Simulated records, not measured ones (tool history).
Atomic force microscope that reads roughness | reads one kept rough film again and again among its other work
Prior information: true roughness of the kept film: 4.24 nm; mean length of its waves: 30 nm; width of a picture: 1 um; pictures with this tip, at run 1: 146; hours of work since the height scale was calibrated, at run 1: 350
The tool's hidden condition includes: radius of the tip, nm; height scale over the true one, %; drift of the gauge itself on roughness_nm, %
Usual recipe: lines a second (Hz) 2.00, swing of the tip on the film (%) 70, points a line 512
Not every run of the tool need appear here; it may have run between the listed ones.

| run | hour | lines a second (Hz) | swing of the tip on the film (%) | points a line | pictures with this tip | hours of work since the height scale was calibrated | roughness of the kept film (nm (root mean square)) |
|---|---|---|---|---|---|---|---|
| 1 | 0.0 | 2.00 | 70 | 512 | 146 | 350 | 2.866 |
| 2 | 11.5 | 2.00 | 70 | 423 | 161 | 358 | 2.822 |
| 3 | 22.9 | 0.62 | 70 | 512 | 177 | 366 | 2.999 |
| 4 | 34.8 | 0.62 | 73 | 512 | 193 | 374 | 2.952 |
| 5 | 45.8 | 0.62 | 73 | 512 | 209 | 381 | 2.918 |
| 6 | 54.3 | 0.62 | 73 | 512 | 220 | 387 | 2.860 |
| 7 | 71.0 | 2.00 | 63 | 512 | 243 | 398 | 2.742 |
| 8 | 83.1 | 2.00 | 70 | 512 | 260 | 406 | 2.621 |
| 9 | 101.1 | 2.20 | 70 | 512 | 285 | 418 | 2.531 |
|  | 109.7 | new tip fitted |
| 10 | 117.4 | 2.20 | 70 | 512 | 10 | 429 | 3.260 |
| 11 | 126.3 | 2.20 | 70 | 512 | 22 | 435 | 3.254 |
| 12 | 137.9 | 2.20 | 70 | 512 | 38 | 443 | 3.193 |
| 13 | 153.3 | 2.20 | 70 | 512 | 60 | 453 | 3.099 |
| 14 | 169.3 | 0.69 | 70 | 512 | 82 | 464 | 3.306 |
| 15 | 186.6 | 2.00 | 71 | 512 | 105 | 475 | 3.015 |
| 16 | 196.2 | 2.00 | 71 | 512 | 119 | 482 | 2.961 |
| 17 | 206.7 | 2.00 | 71 | 512 | 133 | 489 | 2.928 |
| 18 | 214.5 | 0.67 | 71 | 512 | 144 | 494 | 3.133 |
| 19 | 226.2 | 0.67 | 71 | 512 | 160 | 502 | 3.099 |
| 20 | 239.6 | 2.00 | 70 | 512 | 178 | 511 | 2.836 |
| 21 | 249.3 | 2.00 | 70 | 512 | 192 | 517 | 2.810 |
| 22 | 257.7 | 1.36 | 70 | 379 | 203 | 523 | 2.867 |
| 23 | 271.0 | 1.36 | 70 | 379 | 221 | 532 | 2.820 |
| 24 | 288.4 | 1.36 | 70 | 379 | 245 | 544 | 2.765 |
| 25 | 305.6 | 1.36 | 70 | 379 | 269 | 555 | 2.702 |
| 26 | 319.0 | 2.53 | 56 | 512 | 287 | 564 | 2.728 |
|  | 325.2 | new tip fitted |
| 27 | 329.3 | 0.73 | 66 | 512 | 6 | 571 | 3.535 |
| 28 | 338.6 | 3.27 | 83 | 746 | 19 | 577 | 2.632 |
| 29 | 354.8 | 3.27 | 83 | 746 | 41 | 588 | 2.592 |
| 30 | 373.0 | 2.00 | 70 | 529 | 66 | 600 | 3.100 |
| 31 | 382.2 | 2.00 | 70 | 529 | 78 | 606 | 3.075 |
| 32 | 394.7 | 0.60 | 65 | 332 | 96 | 615 | 3.240 |
| 33 | 412.1 | 1.77 | 87 | 332 | 120 | 626 | 2.640 |
| 34 | 421.0 | 2.29 | 70 | 330 | 132 | 632 | 2.874 |
| 35 | 429.5 | 2.29 | 70 | 330 | 143 | 638 | 2.829 |
| 36 | 444.4 | 2.29 | 70 | 330 | 164 | 648 | 2.785 |
| 37 | 461.7 | 3.33 | 64 | 1006 | 188 | 660 | 2.736 |
| 38 | 470.1 | 0.92 | 64 | 516 | 199 | 665 | 2.950 |
| 39 | 483.1 | 0.92 | 64 | 356 | 217 | 674 | 2.911 |
| 40 | 495.4 | 2.91 | 69 | 500 | 234 | 682 | 2.572 |

What if the next run were any one of these 5? Each begins from the tool's condition after run 40:
| A | 507.4 | 2.91 | 69 | 598 | 251 | 690 | ? |
| B | 507.4 | 2.91 | 82 | 505 | 251 | 690 | ? |
| C | 507.4 | 1.27 | 64 | 705 | 251 | 690 | ? |
| D | 507.4 | 2.00 | 70 | 512 | 251 | 690 | ? |
| E | 507.4 | 1.10 | 56 | 398 | 251 | 690 | ? |

| run | roughness of the kept film (nm (root mean square)) |
|---|---|
| A | 2.541 |
| B | 2.226 |
| C | 2.788 |
| D | 2.635 |
| E | 2.846 |
Stripped of hidden state, with their random variation kept, the same runs would have yielded:
| run | roughness of the kept film (nm (root mean square)) |
|---|---|
| A | 3.232 |
| B | 2.833 |
| C | 3.551 |
| D | 3.352 |
| E | 3.623 |
